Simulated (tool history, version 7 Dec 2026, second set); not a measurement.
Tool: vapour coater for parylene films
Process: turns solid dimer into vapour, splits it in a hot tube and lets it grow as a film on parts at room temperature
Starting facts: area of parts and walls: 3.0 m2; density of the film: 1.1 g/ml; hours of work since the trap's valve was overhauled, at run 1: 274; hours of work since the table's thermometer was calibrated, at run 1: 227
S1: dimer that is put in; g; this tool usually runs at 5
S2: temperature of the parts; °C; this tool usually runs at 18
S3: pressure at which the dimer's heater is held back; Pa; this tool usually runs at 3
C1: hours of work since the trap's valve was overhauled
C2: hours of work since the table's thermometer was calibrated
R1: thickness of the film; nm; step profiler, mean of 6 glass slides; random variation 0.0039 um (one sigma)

Run 1, hour 0: usual settings; C1 274; C2 227. Result: R1 1080 nm.
Run 2, hour 28.6: usual settings; C1 290; C2 244. Result: R1 1073 nm.
Run 3, hour 45.8: usual settings; C1 300; C2 254. Result: R1 1073 nm.
Run 4, hour 59.4: usual settings; C1 308; C2 262. Result: R1 1077 nm.
Run 5, hour 82.9: usual settings; C1 322; C2 275. Result: R1 1076 nm.
Run 6, hour 107: usual settings; C1 336; C2 289. Result: R1 1073 nm.
Run 7, hour 122.7: usual settings; C1 345; C2 298. Result: R1 1068 nm.
Run 8, hour 146.9: usual settings but S1 2 g, S2 11 °C, S3 6.19 Pa; C1 359; C2 312. Result: R1 512 nm.
Run 9, hour 167.8: usual settings but S1 2 g, S2 11 °C, S3 6.19 Pa; C1 371; C2 324. Result: R1 520 nm.
Run 10, hour 190.1: usual settings but S1 2 g, S2 11 °C, S3 6.19 Pa; C1 384; C2 337. Result: R1 514 nm.

What if the next run were any one of these 4? Each begins from the tool's condition after run 10:
Run A, hour 203.1: usual settings but S1 2 g, S2 12 °C, S3 6.19 Pa; C1 391; C2 345. Result: R1 ?.
Run B, hour 203.1: usual settings but S1 4 g, S2 13 °C, S3 4.24 Pa; C1 391; C2 345. Result: R1 ?.
Run C, hour 203.1: usual settings but S1 2 g, S2 16 °C, S3 6.19 Pa; C1 391; C2 345. Result: R1 ?.
Run D, hour 203.1: usual settings but S1 2 g, S2 11 °C, S3 6.19 Pa; C1 391; C2 345. Result: R1 ?.

run   R1
  A  497
  B  992
  C  431
  D  515
Take away the tool's hidden state, keep each run's random variation, and the runs would have read:
run   R1
  A  500
  B  999
  C  434
  D  519

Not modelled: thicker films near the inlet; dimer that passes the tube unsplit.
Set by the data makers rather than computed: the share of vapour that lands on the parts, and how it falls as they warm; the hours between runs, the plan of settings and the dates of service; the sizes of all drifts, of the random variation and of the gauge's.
